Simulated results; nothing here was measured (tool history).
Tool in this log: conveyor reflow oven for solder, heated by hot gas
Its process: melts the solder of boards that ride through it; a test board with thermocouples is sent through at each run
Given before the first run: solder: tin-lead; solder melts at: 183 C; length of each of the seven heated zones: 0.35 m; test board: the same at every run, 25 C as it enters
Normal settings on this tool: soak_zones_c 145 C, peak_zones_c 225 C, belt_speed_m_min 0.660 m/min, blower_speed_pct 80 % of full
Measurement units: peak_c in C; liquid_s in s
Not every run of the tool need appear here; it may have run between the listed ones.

| run | day | soak_zones_c | peak_zones_c | belt_speed_m_min | blower_speed_pct | peak_c | liquid_s |
|---|---|---|---|---|---|---|---|
| 1 | 0.000 | 145 | 225 | 0.660 | 80 | 211.9 | 46.9 |
| 2 | 0.738 | 138 | 225 | 0.660 | 80 | 210.8 | 43.8 |
| 3 | 1.512 | 145 | 225 | 0.660 | 80 | 211.8 | 46.9 |
| 4 | 1.883 | 145 | 225 | 0.660 | 80 | 211.5 | 47.1 |
| 5 | 2.471 | 145 | 213 | 0.660 | 80 | 201.2 | 38.3 |
| 6 | 3.338 | 145 | 225 | 0.660 | 80 | 211.5 | 47.0 |
| 7 | 4.200 | 145 | 225 | 0.660 | 80 | 211.4 | 46.8 |
| 8 | 4.750 | 145 | 225 | 0.660 | 80 | 211.4 | 46.6 |
| 9 | 5.125 | 145 | 225 | 0.660 | 80 | 211.6 | 46.5 |
| 10 | 5.908 | 145 | 225 | 0.660 | 80 | 211.2 | 46.5 |
| 11 | 6.750 | 142 | 214 | 0.549 | 68 | 203.9 | 48.8 |
| 12 | 7.367 | 142 | 214 | 0.549 | 68 | 203.8 | 49.0 |
|  | 7.638 | flux residue cleaned out of gas plates and filters |
| 13 | 8.354 | 142 | 214 | 0.580 | 79 | 203.7 | 45.5 |
| 14 | 8.721 | 142 | 214 | 0.580 | 79 | 203.5 | 45.6 |
| 15 | 9.229 | 133 | 214 | 0.656 | 73 | 198.0 | 29.9 |
| 16 | 9.608 | 133 | 214 | 0.656 | 73 | 197.9 | 29.8 |
| 17 | 10.183 | 154 | 214 | 0.695 | 88 | 202.2 | 40.2 |
| 18 | 11.088 | 149 | 213 | 0.782 | 52 | 191.6 | 18.0 |
| 19 | 11.738 | 156 | 215 | 0.660 | 80 | 203.7 | 44.8 |

Here are 4 independent what-if runs from the current tool condition. What would each one return?
|  | 12.308 | flux residue cleaned out of gas plates and filters, once more |
| A | 12.317 | 144 | 238 | 0.637 | 80 | ? | ? |
|  | 12.308 | flux residue cleaned out of gas plates and filters, once more |
| B | 12.317 | 139 | 227 | 0.660 | 80 | ? | ? |
|  | 12.308 | flux residue cleaned out of gas plates and filters, once more |
| C | 12.317 | 145 | 216 | 0.688 | 79 | ? | ? |
|  | 12.308 | flux residue cleaned out of gas plates and filters, once more |
| D | 12.317 | 156 | 215 | 0.660 | 71 | ? | ? |

| run | peak_c | liquid_s |
|---|---|---|
| A | 223.7 | 56.1 |
| B | 212.5 | 45.7 |
| C | 202.8 | 38.0 |
| D | 203.7 | 45.0 |
Take away the tool's hidden state, keep each run's random variation, and the runs would have read:
| run | peak_c | liquid_s |
|---|---|---|
| A | 224.3 | 55.7 |
| B | 213.1 | 45.5 |
| C | 203.4 | 38.0 |
| D | 204.2 | 44.9 |

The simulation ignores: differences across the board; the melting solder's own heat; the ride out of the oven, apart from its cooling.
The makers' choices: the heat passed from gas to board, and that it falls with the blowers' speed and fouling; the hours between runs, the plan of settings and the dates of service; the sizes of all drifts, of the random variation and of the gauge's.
